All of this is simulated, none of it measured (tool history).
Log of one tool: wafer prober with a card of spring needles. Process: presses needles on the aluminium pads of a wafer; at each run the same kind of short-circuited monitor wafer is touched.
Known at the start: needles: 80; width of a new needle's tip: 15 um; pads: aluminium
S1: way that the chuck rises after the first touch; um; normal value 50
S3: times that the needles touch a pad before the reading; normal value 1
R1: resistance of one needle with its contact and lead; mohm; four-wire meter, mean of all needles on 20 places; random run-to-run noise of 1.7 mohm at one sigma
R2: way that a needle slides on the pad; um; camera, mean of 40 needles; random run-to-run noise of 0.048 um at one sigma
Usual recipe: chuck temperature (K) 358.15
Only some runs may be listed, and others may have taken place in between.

run 1 hour=0.0 | S1=50 chuck_temperature_(K)=358.15 S3=1 | R1=273 R2=9.45
-- hour=1.6 tips cleaned on abrasive film
-- hour=8.9 tips cleaned on abrasive film
-- hour=16.2 tips cleaned on abrasive film
-- hour=23.6 tips cleaned on abrasive film
run 2 hour=27.8 | S1=50 chuck_temperature_(K)=360.15 S3=1 | R1=272 R2=9.41
-- hour=30.8 tips cleaned on abrasive film
-- hour=38.2 tips cleaned on abrasive film
-- hour=44.1 tips cleaned on abrasive film
-- hour=51.4 tips cleaned on abrasive film
-- hour=58.8 tips cleaned on abrasive film
run 3 hour=63.0 | S1=65 chuck_temperature_(K)=358.15 S3=1 | R1=227 R2=12.11
-- hour=66.0 tips cleaned on abrasive film
-- hour=73.3 tips cleaned on abrasive film
-- hour=79.2 tips cleaned on abrasive film
run 4 hour=79.9 | S1=65 chuck_temperature_(K)=358.15 S3=1 | R1=185 R2=12.11
-- hour=85.8 tips cleaned on abrasive film
-- hour=91.7 tips cleaned on abrasive film
run 5 hour=97.5 | S1=50 chuck_temperature_(K)=358.15 S3=1 | R1=300 R2=9.22
-- hour=99.0 tips cleaned on abrasive film
-- hour=106.4 tips cleaned on abrasive film
-- hour=113.3 tips cleaned on abrasive film
run 6 hour=113.3 | S1=50 chuck_temperature_(K)=358.15 S3=1 | R1=190 R2=9.21
-- hour=120.6 tips cleaned on abrasive film
-- hour=128.0 tips cleaned on abrasive film
-- hour=133.9 tips cleaned on abrasive film
run 7 hour=136.8 | S1=46 chuck_temperature_(K)=358.15 S3=1 | R1=270 R2=8.39
-- hour=141.2 tips cleaned on abrasive film
-- hour=147.1 tips cleaned on abrasive film
-- hour=154.5 tips cleaned on abrasive film
run 8 hour=155.8 | S1=46 chuck_temperature_(K)=358.15 S3=1 | R1=242 R2=8.34
-- hour=161.7 tips cleaned on abrasive film
-- hour=167.6 tips cleaned on abrasive film
-- hour=175.0 tips cleaned on abrasive film
run 9 hour=180.6 | S1=50 chuck_temperature_(K)=358.15 S3=1 | R1=323 R2=9.13
-- hour=182.2 tips cleaned on abrasive film
-- hour=182.5 height of the first contact set anew
-- hour=189.8 tips cleaned on abrasive film
-- hour=197.1 tips cleaned on abrasive film
run 10 hour=197.4 | S1=35 chuck_temperature_(K)=358.15 S3=1 | R1=231 R2=6.05
-- hour=203.3 tips cleaned on abrasive film
-- hour=209.2 tips cleaned on abrasive film
-- hour=216.5 tips cleaned on abrasive film
-- hour=223.9 tips cleaned on abrasive film
run 11 hour=225.2 | S1=50 chuck_temperature_(K)=358.15 S3=1 | R1=231 R2=8.70
-- hour=231.1 tips cleaned on abrasive film
-- hour=238.5 tips cleaned on abrasive film
-- hour=243.1 height of the first contact set anew, once more
-- hour=246.1 tips cleaned on abrasive film
run 12 hour=247.7 | S1=50 chuck_temperature_(K)=358.15 S3=1 | R1=228 R2=9.58
-- hour=252.1 tips cleaned on abrasive film
-- hour=259.5 tips cleaned on abrasive film
run 13 hour=262.3 | S1=50 chuck_temperature_(K)=315.15 S3=1 | R1=238 R2=9.43
-- hour=266.6 tips cleaned on abrasive film
-- hour=272.5 tips cleaned on abrasive film
-- hour=278.5 tips cleaned on abrasive film
run 14 hour=278.5 | S1=50 chuck_temperature_(K)=315.15 S3=1 | R1=175 R2=9.42
-- hour=285.9 tips cleaned on abrasive film
-- hour=292.9 tips cleaned on abrasive film
run 15 hour=292.9 | S1=44 chuck_temperature_(K)=324.15 S3=1 | R1=186 R2=8.30
-- hour=298.8 tips cleaned on abrasive film
-- hour=306.2 tips cleaned on abrasive film
-- hour=313.5 tips cleaned on abrasive film
run 16 hour=318.6 | S1=51 chuck_temperature_(K)=358.15 S3=1 | R1=293 R2=9.55
-- hour=320.1 tips cleaned on abrasive film
-- hour=327.5 tips cleaned on abrasive film
-- hour=333.4 tips cleaned on abrasive film
run 17 hour=337.1 | S1=64 chuck_temperature_(K)=358.15 S3=1 | R1=238 R2=11.96
-- hour=340.1 tips cleaned on abrasive film
-- hour=347.5 tips cleaned on abrasive film
-- hour=353.3 tips cleaned on abrasive film
-- hour=360.4 tips cleaned on abrasive film
run 18 hour=360.4 | S1=50 chuck_temperature_(K)=358.15 S3=2 | R1=183 R2=9.20
-- hour=367.7 tips cleaned on abrasive film
-- hour=373.6 tips cleaned on abrasive film
run 19 hour=379.0 | S1=61 chuck_temperature_(K)=350.15 S3=2 | R1=222 R2=11.29
-- hour=380.5 tips cleaned on abrasive film
-- hour=387.9 tips cleaned on abrasive film
-- hour=395.2 tips cleaned on abrasive film
run 20 hour=399.9 | S1=31 chuck_temperature_(K)=307.15 S3=1 | R1=545 R2=5.58
-- hour=401.5 tips cleaned on abrasive film
-- hour=408.8 tips cleaned on abrasive film
-- hour=416.2 tips cleaned on abrasive film
-- hour=423.5 tips cleaned on abrasive film
-- hour=430.0 tips cleaned on abrasive film
run 21 hour=430.0 | S1=48 chuck_temperature_(K)=307.15 S3=1 | R1=179 R2=8.69
-- hour=437.3 tips cleaned on abrasive film
-- hour=444.7 tips cleaned on abrasive film
run 22 hour=448.4 | S1=48 chuck_temperature_(K)=307.15 S3=1 | R1=287 R2=8.61
-- hour=451.4 tips cleaned on abrasive film
-- hour=458.7 tips cleaned on abrasive film
-- hour=466.1 tips cleaned on abrasive film
run 23 hour=469.6 | S1=48 chuck_temperature_(K)=307.15 S3=1 | R1=292 R2=8.65
-- hour=472.6 tips cleaned on abrasive film
-- hour=478.5 tips cleaned on abrasive film
-- hour=484.5 tips cleaned on abrasive film
run 24 hour=484.5 | S1=48 chuck_temperature_(K)=307.15 S3=1 | R1=189 R2=8.58
-- hour=491.9 tips cleaned on abrasive film
-- hour=497.8 tips cleaned on abrasive film
-- hour=505.1 tips cleaned on abrasive film
-- hour=512.5 tips cleaned on abrasive film
run 25 hour=514.5 | S1=48 chuck_temperature_(K)=307.15 S3=1 | R1=259 R2=8.60
-- hour=518.9 tips cleaned on abrasive film
-- hour=526.3 tips cleaned on abrasive film
-- hour=533.6 tips cleaned on abrasive film
-- hour=540.9 tips cleaned on abrasive film
run 26 hour=542.3 | S1=37 chuck_temperature_(K)=311.15 S3=1 | R1=308 R2=6.40
-- hour=548.2 tips cleaned on abrasive film
-- hour=554.1 tips cleaned on abrasive film
-- hour=561.1 tips cleaned on abrasive film
run 27 hour=561.1 | S1=37 chuck_temperature_(K)=311.15 S3=1 | R1=214 R2=6.36

What if the next run were any one of these 4? Each begins from the tool's condition after run 27:
-- hour=568.5 tips cleaned on abrasive film
-- hour=575.8 tips cleaned on abrasive film
-- hour=581.7 tips cleaned on abrasive film
-- hour=587.8 height of the first contact set anew
-- hour=589.4 tips cleaned on abrasive film
run A hour=594.8 | S1=32 chuck_temperature_(K)=352.15 S3=1 | R1=? R2=?
-- hour=568.5 tips cleaned on abrasive film
-- hour=575.8 tips cleaned on abrasive film
-- hour=581.7 tips cleaned on abrasive film
-- hour=587.8 height of the first contact set anew
-- hour=589.4 tips cleaned on abrasive film
run B hour=594.8 | S1=33 chuck_temperature_(K)=308.15 S3=2 | R1=? R2=?
-- hour=568.5 tips cleaned on abrasive film
-- hour=575.8 tips cleaned on abrasive film
-- hour=581.7 tips cleaned on abrasive film
-- hour=587.8 height of the first contact set anew
-- hour=589.4 tips cleaned on abrasive film
run C hour=594.8 | S1=42 chuck_temperature_(K)=299.15 S3=1 | R1=? R2=?
-- hour=568.5 tips cleaned on abrasive film
-- hour=575.8 tips cleaned on abrasive film
-- hour=581.7 tips cleaned on abrasive film
-- hour=587.8 height of the first contact set anew
-- hour=589.4 tips cleaned on abrasive film
run D hour=594.8 | S1=54 chuck_temperature_(K)=311.15 S3=1 | R1=? R2=?

run=A R1=512 R2=6.08
run=B R1=373 R2=6.26
run=C R1=370 R2=8.07
run=D R1=286 R2=10.31
Without the tool's unlogged condition, the same runs would have read:
run=A R1=182 R2=6.10
run=B R1=170 R2=6.28
run=C R1=159 R2=8.09
run=D R1=156 R2=10.33

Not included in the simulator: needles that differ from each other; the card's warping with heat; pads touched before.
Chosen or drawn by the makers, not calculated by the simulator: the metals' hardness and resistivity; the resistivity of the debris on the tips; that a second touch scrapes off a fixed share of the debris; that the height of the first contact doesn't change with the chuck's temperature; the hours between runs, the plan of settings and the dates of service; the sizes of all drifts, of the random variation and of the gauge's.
